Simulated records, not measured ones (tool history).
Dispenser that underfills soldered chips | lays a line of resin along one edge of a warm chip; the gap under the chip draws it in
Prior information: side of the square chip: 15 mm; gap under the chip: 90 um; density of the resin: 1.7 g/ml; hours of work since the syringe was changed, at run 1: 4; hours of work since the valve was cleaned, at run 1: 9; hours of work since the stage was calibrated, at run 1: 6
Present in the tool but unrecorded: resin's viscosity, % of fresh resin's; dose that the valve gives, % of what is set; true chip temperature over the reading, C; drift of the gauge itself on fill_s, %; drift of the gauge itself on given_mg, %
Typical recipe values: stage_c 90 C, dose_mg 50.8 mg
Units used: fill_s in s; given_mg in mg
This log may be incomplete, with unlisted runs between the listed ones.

run   hour  stage_c  dose_mg  hours of work since the syringe was changed  hours of work since the valve was cleaned  hours of work since the stage was calibrated  fill_s  given_mg
  1    0.0       90     50.8                                            4                                          9                                             6    93.1     50.45
  2    3.1       90     50.8                                            6                                         11                                             8   106.4     50.60
  3    5.2       90     50.8                                            7                                         12                                             9   115.7     50.50
  4    7.7       90     50.8                                            9                                         14                                            11   129.1     50.04
       9.8  -- new syringe of resin
  5   11.2       90     50.8                                            1                                         16                                            13    70.8     50.22
  6   15.2       90     50.8                                            3                                         18                                            16    87.9     49.97
  7   19.6       90     50.8                                            6                                         21                                            18   106.9     49.68
  8   24.5       90     50.8                                            9                                         24                                            22   129.1     49.82
      25.6  -- new syringe of resin
  9   27.4       90     50.8                                            1                                         26                                            23    74.0     49.71
 10   30.8       90     50.8                                            3                                         28                                            25    88.8     49.66
 11   34.2       90     58.5                                            6                                         30                                            28    99.6     57.29
 12   38.0       90     52.3                                            8                                         33                                            30   121.2     50.77
 13   40.8       90     52.3                                           10                                         34                                            32   134.6     50.84
      41.9  -- new syringe of resin
 14   43.8       90     52.3                                            1                                         36                                            34    76.8     51.08
 15   47.5       90     50.8                                            4                                         38                                            36    91.2     49.55
 16   51.8       90     50.8                                            6                                         41                                            39   110.4     49.15
 17   56.9       90     50.8                                           10                                         44                                            42   137.4     49.42
      57.9  -- new syringe of resin
 18   61.5       90     50.8                                            2                                         47                                            45    84.7     48.57
 19   65.4       90     57.9                                            5                                         50                                            47    97.8     55.86
 20   68.5       96     52.2                                            7                                         52                                            49    96.3     49.93
 21   73.3       78     53.2                                           10                                         55                                            52   195.9     50.75
      73.9  -- new syringe of resin
 22   77.5       78     61.0                                            2                                         57                                            55   113.6     58.63
 23   82.4       97     61.0                                            5                                         60                                            58    83.3     58.23
 24   86.9       85     63.1                                            8                                         63                                            61   140.6     60.18
      90.0  -- new syringe of resin
 25   90.7       84     64.0                                            0                                         65                                            63    83.3     60.71
 26   95.5       84     64.0                                            4                                         69                                            66   103.1     60.84
 27  100.6       84     64.0                                            7                                         72                                            69   127.6     60.13

What will run 28 give?
 28  103.7       78     45.4                                            9                                         74                                            71       ?         ?

{"run 28": {"fill_s": 185.9, "given_mg": 42.88}}
With the hidden condition absent and the run-to-run variation left alone, this run would have shown fill_s 97.3 s, given_mg 45.33 mg.
